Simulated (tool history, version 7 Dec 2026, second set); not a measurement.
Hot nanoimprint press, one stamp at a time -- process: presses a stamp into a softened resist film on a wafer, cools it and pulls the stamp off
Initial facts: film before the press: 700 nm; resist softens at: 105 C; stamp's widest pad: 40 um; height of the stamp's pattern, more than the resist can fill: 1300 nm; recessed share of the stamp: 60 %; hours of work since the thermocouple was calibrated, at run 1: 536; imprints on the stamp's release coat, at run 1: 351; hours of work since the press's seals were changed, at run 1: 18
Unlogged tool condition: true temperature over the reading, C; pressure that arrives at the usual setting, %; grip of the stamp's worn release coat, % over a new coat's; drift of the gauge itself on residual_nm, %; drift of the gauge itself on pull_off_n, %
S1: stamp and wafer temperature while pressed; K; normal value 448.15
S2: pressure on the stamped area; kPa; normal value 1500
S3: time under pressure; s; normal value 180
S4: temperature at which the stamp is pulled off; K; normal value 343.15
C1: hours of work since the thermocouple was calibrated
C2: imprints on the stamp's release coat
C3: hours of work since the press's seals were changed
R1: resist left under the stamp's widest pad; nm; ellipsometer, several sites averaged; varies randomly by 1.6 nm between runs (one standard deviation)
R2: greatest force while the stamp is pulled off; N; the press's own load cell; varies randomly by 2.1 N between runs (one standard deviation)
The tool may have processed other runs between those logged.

run	hour	S1	S2	S3	S4	C1	C2	C3	R1	R2
1	0.0	448.15	1500	180	343.15	536	351	18	361.0	240
# hour 39.5: plate thermocouple calibrated
2	48.3	448.15	1500	180	343.15	6	452	46	346.4	247
3	72.2	448.15	1500	180	343.15	20	505	61	345.4	247
4	96.2	448.15	1500	180	343.15	35	558	76	346.7	251
# hour 122.8: plate thermocouple calibrated, once more
# hour 143.7: stamp cleaned and given a new release coat
5	147.6	448.15	1500	180	343.15	12	9	103	386.1	236
6	190.1	448.15	1500	180	343.15	38	103	130	383.0	240
7	231.2	448.15	1500	180	343.15	64	194	155	388.8	243
8	271.4	448.15	1500	180	343.15	89	283	181	384.0	250
9	294.0	454.15	1500	180	343.15	103	333	195	324.6	248
10	333.8	454.15	1500	180	343.15	128	422	220	324.0	252
11	366.4	448.15	1500	180	343.15	149	494	240	380.4	254
12	389.2	448.15	1500	180	343.15	163	544	254	381.1	257
# hour 439.4: stamp cleaned and given a new release coat
13	439.8	448.15	1500	180	343.15	191	1	282	378.9	232
14	476.4	448.15	1500	129	343.15	214	82	305	423.3	235
15	517.3	448.15	1500	180	343.15	240	173	331	375.1	241
16	552.8	448.15	1500	96	351.15	262	252	353	457.6	221
17	589.5	451.15	1060	230	329.15	285	333	376	362.2	280
18	625.5	451.15	1060	230	329.15	307	413	398	363.1	283
19	663.8	448.15	1500	180	342.15	331	498	422	376.1	255
20	691.3	448.15	1500	180	342.15	348	559	440	374.7	260
21	713.4	448.15	1500	180	342.15	362	608	454	374.0	265
# hour 735.6: stamp cleaned and given a new release coat
22	749.4	448.15	1500	180	342.15	381	31	472	371.0	236
23	782.1	448.15	1520	180	340.15	402	104	493	370.6	243
24	829.0	448.15	1520	180	340.15	431	208	522	370.6	249
# hour 843.4: press's hydraulic seals changed and the load cell set to zero
25	866.0	448.15	1520	180	340.15	449	272	14	362.9	248
26	910.3	448.15	1080	180	343.15	477	370	42	412.6	248
27	936.6	448.15	1500	180	349.15	493	428	58	365.1	233
28	963.2	448.15	1500	180	346.15	510	487	75	362.0	241
29	988.0	450.15	1750	280	343.15	526	542	91	269.3	250

Entry by entry between the runs, the difference in hidden state between the last listed run before and the first listed run after:
In the gap between runs 1 and 2: plate thermocouple calibrated (hour 39.5)
  true temperature over the reading, C: 2.21 -> 3.85; pressure that arrives at the usual setting, %: 99.92 -> 99.69; grip of the stamp's worn release coat, % over a new coat's: 6.4 -> 8.3
  the result without the hidden state subtracted from the measured one, R1: -22.2 -> -37.9 nm; R2: +9 -> +10 N
In the gap between runs 4 and 5: plate thermocouple calibrated, once more (hour 122.8); stamp cleaned and given a new release coat (hour 143.7)
  true temperature over the reading, C: 3.97 -> 0.09; pressure that arrives at the usual setting, %: 99.43 -> 99.22; grip of the stamp's worn release coat, % over a new coat's: 10.3 -> 0.2
  the result without the hidden state subtracted from the measured one, R1: -38.9 -> +0.3 nm; R2: +14 -> +0 N
In the gap between runs 12 and 13: stamp cleaned and given a new release coat (hour 439.4)
  true temperature over the reading, C: 0.73 -> 0.85; pressure that arrives at the usual setting, %: 97.92 -> 97.7; grip of the stamp's worn release coat, % over a new coat's: 10 -> 0
  the result without the hidden state subtracted from the measured one, R1: -4.5 -> -5.4 nm; R2: +22 -> -2 N
In the gap between runs 21 and 22: stamp cleaned and given a new release coat (hour 735.6)
  true temperature over the reading, C: 1.61 -> 1.69; pressure that arrives at the usual setting, %: 96.28 -> 96.12; grip of the stamp's worn release coat, % over a new coat's: 11.3 -> 0.6
  the result without the hidden state subtracted from the measured one, R1: -10.9 -> -11.4 nm; R2: +23 -> -3 N
In the gap between runs 24 and 25: press's hydraulic seals changed and the load cell set to zero (hour 843.4)
  true temperature over the reading, C: 1.9 -> 1.97; pressure that arrives at the usual setting, %: 95.69 -> 100.07; grip of the stamp's worn release coat, % over a new coat's: 3.8 -> 5
  the result without the hidden state subtracted from the measured one, R1: -12.7 -> -20.2 nm; R2: +4 -> +7 N
